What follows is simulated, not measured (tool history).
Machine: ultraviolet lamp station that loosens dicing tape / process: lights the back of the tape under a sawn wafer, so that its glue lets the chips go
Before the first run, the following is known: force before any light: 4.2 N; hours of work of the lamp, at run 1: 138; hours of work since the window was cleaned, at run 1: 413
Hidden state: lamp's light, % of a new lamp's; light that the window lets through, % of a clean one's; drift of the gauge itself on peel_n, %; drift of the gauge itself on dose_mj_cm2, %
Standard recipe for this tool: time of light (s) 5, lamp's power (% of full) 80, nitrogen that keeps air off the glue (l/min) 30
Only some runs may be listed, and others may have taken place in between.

run,hour,time of light (s),lamp's power (% of full),nitrogen that keeps air off the glue (l/min),hours of work of the lamp,hours of work since the window was cleaned,force that peels the tape off (N),light that reached the tape (mJ/cm²)
1,0.0,5,80,30,138,413,0.586,279
2,9.9,5,80,30,143,417,0.602,273
3,20.6,5,80,30,148,423,0.589,272
4,33.7,5,79,30,154,429,0.610,270
5,47.3,5,79,30,161,435,0.654,266
6,59.8,5,80,10,167,441,1.044,267
7,70.1,5,80,30,172,446,0.607,266
# hour 72.9: window cleaned of glue's vapour
8,77.1,2,80,30,175,2,1.864,101
9,83.6,5,80,30,178,5,0.691,255
10,90.5,5,80,15,181,8,0.942,254
11,105.1,5,80,15,188,15,0.961,248
12,112.5,5,80,57,192,19,0.491,252
# hour 115.1: window cleaned of glue's vapour, once more
13,128.1,10,80,57,199,6,0.196,603
14,140.0,3,80,57,204,12,0.848,183
15,154.4,3,80,57,211,19,0.886,179
16,164.6,9,80,57,216,24,0.188,542
17,176.0,5,80,30,222,29,0.515,301
18,185.7,5,80,30,226,34,0.511,293
19,198.3,5,80,30,232,40,0.506,298
20,206.1,5,80,20,236,43,0.649,296
21,220.7,2,80,20,243,50,1.898,117
22,234.3,5,95,18,249,57,0.531,345
23,247.2,4,80,35,256,63,0.721,234
24,254.4,3,73,9,259,66,1.928,154
25,261.4,3,98,44,262,70,0.728,211
26,275.3,3,60,30,269,76,1.542,127
27,286.5,3,60,30,274,82,1.593,131
28,293.4,4,84,55,278,85,0.571,239
29,305.8,5,80,14,284,91,0.858,287
30,313.9,6,85,14,287,95,0.601,360
31,326.1,8,85,14,293,101,0.371,471
32,334.9,2,74,14,297,105,2.386,104
33,349.9,2,74,14,305,112,2.313,107
34,362.2,4,94,11,310,118,1.071,256
35,369.3,4,83,39,314,121,0.718,230
36,383.7,4,83,39,321,128,0.684,226
37,393.5,4,70,39,325,133,0.916,189
38,402.1,5,96,22,329,137,0.520,327
39,412.1,2,70,53,334,142,1.810,95
40,423.2,9,70,32,339,147,0.279,420

Each row is a separate what-if for the run after 40, all from the same tool condition, not one after another. Results?
A,429.9,9,93,49,343,150,?,?
B,429.9,7,72,50,343,150,?,?
C,429.9,8,80,30,343,150,?,?

run,force that peels the tape off (N),light that reached the tape (mJ/cm²)
A,0.193,557
B,0.335,341
C,0.286,429
With the hidden condition removed and each run's random variation left untouched, the same runs would have given:
run,force that peels the tape off (N),light that reached the tape (mJ/cm²)
A,0.178,711
B,0.241,434
C,0.213,547
